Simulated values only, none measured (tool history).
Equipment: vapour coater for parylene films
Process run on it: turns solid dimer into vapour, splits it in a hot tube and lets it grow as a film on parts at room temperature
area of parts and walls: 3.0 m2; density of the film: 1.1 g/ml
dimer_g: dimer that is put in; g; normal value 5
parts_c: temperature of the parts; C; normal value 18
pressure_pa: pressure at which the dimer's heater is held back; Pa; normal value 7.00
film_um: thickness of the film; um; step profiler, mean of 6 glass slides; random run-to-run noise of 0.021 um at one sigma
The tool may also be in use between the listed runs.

Run 1, hour 0.0: usual settings. Result: film_um 0.86 um.
Run 2, hour 61.7: usual settings but parts_c 16 C. Result: film_um 0.87 um.
Run 3, hour 94.2: usual settings. Result: film_um 0.79 um.
Run 4, hour 131.3: usual settings but parts_c 20 C. Result: film_um 0.71 um.
Run 5, hour 159.6: usual settings but parts_c 20 C. Result: film_um 0.70 um.
Run 6, hour 191.0: usual settings but parts_c 20 C. Result: film_um 0.69 um.
At hour 227.5: trap's valve overhauled.
Run 7, hour 249.0: usual settings but pressure_pa 3.37 Pa. Result: film_um 0.88 um.
Run 8, hour 277.8: usual settings but dimer_g 6 g, parts_c 10 C, pressure_pa 11.37 Pa. Result: film_um 1.08 um.
Run 9, hour 313.7: usual settings but dimer_g 6 g, parts_c 10 C, pressure_pa 11.37 Pa. Result: film_um 1.05 um.
Run 10, hour 359.2: usual settings but parts_c 13 C, pressure_pa 3.58 Pa. Result: film_um 0.99 um.
Run 11, hour 401.1: usual settings but dimer_g 2 g, parts_c 20 C. Result: film_um 0.22 um.
Run 12, hour 445.5: usual settings but dimer_g 2 g, parts_c 20 C, pressure_pa 6.24 Pa. Result: film_um 0.22 um.
Run 13, hour 494.3: usual settings but dimer_g 2 g, parts_c 20 C, pressure_pa 6.24 Pa. Result: film_um 0.23 um.

Predict each of these 3 candidate next runs independently; none follows another, all start after run 13:
At hour 513.4: trap's valve overhauled, once more.
Run A, hour 545.1: usual settings but dimer_g 2 g, parts_c 20 C, pressure_pa 6.28 Pa. Result: film_um ?.
At hour 513.4: trap's valve overhauled, once more.
Run B, hour 545.1: usual settings but parts_c 29 C, pressure_pa 7.45 Pa. Result: film_um ?.
At hour 513.4: trap's valve overhauled, once more.
Run C, hour 545.1: usual settings but dimer_g 3 g. Result: film_um ?.

run  film_um
  A     0.32
  B     0.50
  C     0.49
Without the tool's hidden state the same runs would have given:
run  film_um
  A     0.33
  B     0.52
  C     0.51
